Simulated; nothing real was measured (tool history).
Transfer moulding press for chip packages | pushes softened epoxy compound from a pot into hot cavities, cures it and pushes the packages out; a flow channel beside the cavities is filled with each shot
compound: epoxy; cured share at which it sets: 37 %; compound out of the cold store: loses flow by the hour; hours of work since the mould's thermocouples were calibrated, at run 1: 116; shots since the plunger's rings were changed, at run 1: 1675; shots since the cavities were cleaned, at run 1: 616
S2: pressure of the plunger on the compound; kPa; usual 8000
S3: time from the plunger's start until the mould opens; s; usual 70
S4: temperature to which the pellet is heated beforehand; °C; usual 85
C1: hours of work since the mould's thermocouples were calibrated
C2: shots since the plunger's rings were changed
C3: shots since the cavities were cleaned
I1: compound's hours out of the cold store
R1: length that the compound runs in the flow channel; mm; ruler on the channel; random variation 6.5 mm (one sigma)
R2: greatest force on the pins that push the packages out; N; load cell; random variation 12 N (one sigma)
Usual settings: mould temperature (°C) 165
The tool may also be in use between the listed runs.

Run 1, hour 0.0: usual settings; C1 116; C2 1675; C3 616; I1 14.8. Result: R1 816 mm, R2 1126 N.
Run 2, hour 4.8: usual settings; C1 118; C2 1729; C3 670; I1 29.0. Result: R1 768 mm, R2 1080 N.
Run 3, hour 9.8: usual settings; C1 120; C2 1785; C3 726; I1 24.9. Result: R1 775 mm, R2 1071 N.
Run 4, hour 19.1: usual settings; C1 124; C2 1888; C3 829; I1 35.9. Result: R1 732 mm, R2 1061 N.
At hour 24.0: cavities cleaned with cleaning compound and waxed.
Run 5, hour 25.3: usual settings but S2 6440 kPa; C1 126; C2 1941; C3 14; I1 23.0. Result: R1 694 mm, R2 631 N.
Run 6, hour 34.4: usual settings but S2 6440 kPa; C1 130; C2 2043; C3 116; I1 43.2. Result: R1 634 mm, R2 697 N.
Run 7, hour 44.4: usual settings but S2 6440 kPa; C1 135; C2 2155; C3 228; I1 8.2. Result: R1 760 mm, R2 881 N.
Run 8, hour 50.1: usual settings but S2 6440 kPa; C1 137; C2 2219; C3 292; I1 28.3. Result: R1 688 mm, R2 904 N.
Run 9, hour 54.4: usual settings but S2 6440 kPa; C1 139; C2 2268; C3 341; I1 47.5. Result: R1 630 mm, R2 918 N.
Run 10, hour 63.2: usual settings but S2 6440 kPa; C1 143; C2 2366; C3 439; I1 19.7. Result: R1 709 mm, R2 1038 N.
Run 11, hour 67.4: usual settings; C1 145; C2 2412; C3 485; I1 19.7. Result: R1 795 mm, R2 1019 N.
Run 12, hour 73.9: usual settings; C1 148; C2 2485; C3 558; I1 37.5. Result: R1 735 mm, R2 1044 N.
Run 13, hour 80.4: usual settings; C1 151; C2 2558; C3 631; I1 24.4. Result: R1 781 mm, R2 1087 N.
Run 14, hour 88.1: usual settings but mould temperature (°C) 161; C1 155; C2 2644; C3 717; I1 41.6. Result: R1 739 mm, R2 1374 N.
Run 15, hour 95.9: usual settings but S4 89 °C; C1 158; C2 2731; C3 804; I1 31.6. Result: R1 744 mm, R2 1146 N.
At hour 103.2: cavities cleaned with cleaning compound and waxed.
Run 16, hour 105.9: usual settings but S4 89 °C; C1 162; C2 2826; C3 30; I1 20.4. Result: R1 779 mm, R2 643 N.
Run 17, hour 114.7: usual settings but mould temperature (°C) 161, S3 105 s; C1 166; C2 2924; C3 128; I1 44.7. Result: R1 714 mm, R2 528 N.
Run 18, hour 120.9: usual settings but mould temperature (°C) 161, S2 9190 kPa, S3 50 s, S4 88 °C; C1 169; C2 2994; C3 198; I1 18.8. Result: R1 872 mm, R2 2359 N.
Run 19, hour 130.0: usual settings but mould temperature (°C) 169, S2 8590 kPa, S3 55 s; C1 173; C2 3095; C3 299; I1 24.8. Result: R1 779 mm, R2 1313 N.
Run 20, hour 137.7: usual settings but S3 64 s; C1 176; C2 3182; C3 386; I1 22.2. Result: R1 775 mm, R2 1257 N.
Run 21, hour 143.0: usual settings but S3 99 s; C1 179; C2 3241; C3 445; I1 29.3. Result: R1 743 mm, R2 690 N.
Run 22, hour 148.8: usual settings but mould temperature (°C) 162; C1 181; C2 3306; C3 510; I1 15.4. Result: R1 814 mm, R2 1355 N.
Run 23, hour 157.3: usual settings but mould temperature (°C) 162; C1 185; C2 3401; C3 605; I1 21.0. Result: R1 786 mm, R2 1424 N.
Run 24, hour 164.6: usual settings but mould temperature (°C) 159, S2 6360 kPa, S3 73 s; C1 188; C2 3483; C3 687; I1 28.3. Result: R1 700 mm, R2 1565 N.
Run 25, hour 173.9: usual settings but S2 7280 kPa; C1 192; C2 3586; C3 790; I1 9.5. Result: R1 773 mm, R2 1208 N.
At hour 182.1: cavities cleaned with cleaning compound and waxed.
Run 26, hour 183.1: usual settings but mould temperature (°C) 159, S2 8680 kPa, S3 73 s, S4 94 °C; C1 196; C2 3672; C3 11; I1 21.2. Result: R1 832 mm, R2 904 N.
Run 27, hour 190.5: usual settings but mould temperature (°C) 159, S2 8680 kPa, S3 73 s, S4 94 °C; C1 199; C2 3755; C3 94; I1 45.4. Result: R1 740 mm, R2 921 N.
Run 28, hour 197.3: usual settings but mould temperature (°C) 159, S2 8680 kPa, S3 73 s, S4 94 °C; C1 202; C2 3832; C3 171; I1 36.4. Result: R1 760 mm, R2 1143 N.

5 ways to go on from here, each from the tool as it stands after run 28. What would each give?
Run A, hour 202.0: usual settings but mould temperature (°C) 160, S2 8680 kPa, S3 73 s, S4 87 °C; C1 204; C2 3884; C3 223; I1 35.9. Result: R1 ?, R2 ?.
Run B, hour 202.0: usual settings but mould temperature (°C) 162, S2 7250 kPa, S4 89 °C; C1 204; C2 3884; C3 223; I1 16.2. Result: R1 ?, R2 ?.
Run C, hour 202.0: usual settings but S2 8680 kPa, S3 51 s, S4 86 °C; C1 204; C2 3884; C3 223; I1 44.7. Result: R1 ?, R2 ?.
Run D, hour 202.0: usual settings but mould temperature (°C) 159, S2 6120 kPa, S3 73 s, S4 94 °C; C1 204; C2 3884; C3 223; I1 27.8. Result: R1 ?, R2 ?.
Run E, hour 202.0: usual settings but mould temperature (°C) 169, S2 8680 kPa, S3 73 s, S4 94 °C; C1 204; C2 3884; C3 223; I1 24.2. Result: R1 ?, R2 ?.

run   R1    R2
  A  771  1098
  B  766  1196
  C  718  1720
  D  676  1236
  E  756   621
Without the tool's hidden state the same runs would have given:
run   R1    R2
  A  822   719
  B  817   785
  C  766  1141
  D  721   809
  E  806   417

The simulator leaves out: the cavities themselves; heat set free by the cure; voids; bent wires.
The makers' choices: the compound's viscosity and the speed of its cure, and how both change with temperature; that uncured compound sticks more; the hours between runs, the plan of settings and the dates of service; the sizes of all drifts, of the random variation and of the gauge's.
